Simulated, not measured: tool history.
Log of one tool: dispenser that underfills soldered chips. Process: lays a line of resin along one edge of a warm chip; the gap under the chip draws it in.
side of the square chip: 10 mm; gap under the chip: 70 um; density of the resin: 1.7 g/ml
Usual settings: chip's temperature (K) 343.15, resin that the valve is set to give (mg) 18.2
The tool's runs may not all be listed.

| run | hour | chip's temperature (K) | resin that the valve is set to give (mg) | time until the resin shows at the far edge (s) | resin that the valve gave (mg) |
|---|---|---|---|---|---|
| 1 | 0.0 | 343.15 | 18.2 | 199.5 | 17.08 |
|  | 1.6 | new syringe of resin |
| 2 | 6.4 | 343.15 | 18.2 | 167.9 | 17.08 |
|  | 12.4 | new syringe of resin |
| 3 | 14.5 | 343.15 | 18.2 | 146.4 | 16.84 |
| 4 | 21.3 | 343.15 | 19.8 | 200.8 | 18.39 |
|  | 22.7 | new syringe of resin |
| 5 | 29.0 | 343.15 | 19.8 | 176.0 | 18.33 |
|  | 33.4 | new syringe of resin |
|  | 36.9 | dispensing valve cleaned and set on the balance |
| 6 | 40.4 | 343.15 | 19.8 | 173.4 | 19.76 |
|  | 45.4 | new syringe of resin |
| 7 | 50.8 | 343.15 | 19.8 | 166.0 | 19.59 |
|  | 56.0 | new syringe of resin |
| 8 | 58.3 | 343.15 | 17.6 | 149.4 | 17.42 |
| 9 | 63.4 | 343.15 | 17.3 | 191.8 | 17.01 |
|  | 66.2 | new syringe of resin |
| 10 | 69.3 | 343.15 | 17.3 | 159.0 | 16.83 |
|  | 77.1 | new syringe of resin |
| 11 | 77.5 | 354.15 | 17.3 | 78.4 | 16.88 |
| 12 | 86.6 | 354.15 | 17.3 | 120.1 | 16.75 |
|  | 87.8 | new syringe of resin |
| 13 | 95.5 | 354.15 | 17.3 | 114.6 | 16.59 |
|  | 98.4 | new syringe of resin |
| 14 | 105.9 | 334.15 | 20.6 | 310.7 | 19.89 |
|  | 108.6 | new syringe of resin |
| 15 | 114.0 | 340.15 | 15.5 | 217.5 | 14.89 |
|  | 119.0 | new syringe of resin |
| 16 | 122.7 | 350.15 | 21.2 | 115.5 | 20.25 |
|  | 129.4 | new syringe of resin |
| 17 | 129.7 | 350.15 | 21.2 | 96.8 | 20.09 |
| 18 | 139.0 | 353.15 | 19.6 | 128.8 | 18.41 |
|  | 140.3 | new syringe of resin |
| 19 | 149.3 | 329.15 | 20.6 | 441.7 | 19.35 |
|  | 150.6 | new syringe of resin |
| 20 | 159.0 | 331.15 | 19.5 | 382.8 | 18.31 |
|  | 161.2 | new syringe of resin |
| 21 | 164.8 | 335.15 | 17.4 | 254.1 | 16.11 |
| 22 | 170.2 | 335.15 | 17.4 | 327.7 | 16.03 |
|  | 171.7 | new syringe of resin |
| 23 | 179.7 | 358.15 | 17.9 | 93.8 | 16.53 |

Hidden state or all else? Some run-to-run changes of time until the resin shows at the far edge (s), split into what the settings, what came in and random variation would give without the hidden state, and what is left for the hidden state (with any gauge scatter that isn't in both results):
The hidden state here: resin's viscosity, % of fresh resin's; dose that the valve gives, % of what is set; true chip temperature over the reading, C; drift of the gauge itself on fill_s, %; drift of the gauge itself on given_mg, %.
Run 18 -> 19: chip's temperature (K) 353.15 -> 329.15, resin that the valve is set to give (mg) 19.6 -> 20.6, new syringe of resin. time until the resin shows at the far edge (s) +312.9: hidden state +113.3, all else +199.6.
Run 22 -> 23: chip's temperature (K) 335.15 -> 358.15, resin that the valve is set to give (mg) 17.4 -> 17.9, new syringe of resin. time until the resin shows at the far edge (s) -233.9: hidden state -92.7, all else -141.2.

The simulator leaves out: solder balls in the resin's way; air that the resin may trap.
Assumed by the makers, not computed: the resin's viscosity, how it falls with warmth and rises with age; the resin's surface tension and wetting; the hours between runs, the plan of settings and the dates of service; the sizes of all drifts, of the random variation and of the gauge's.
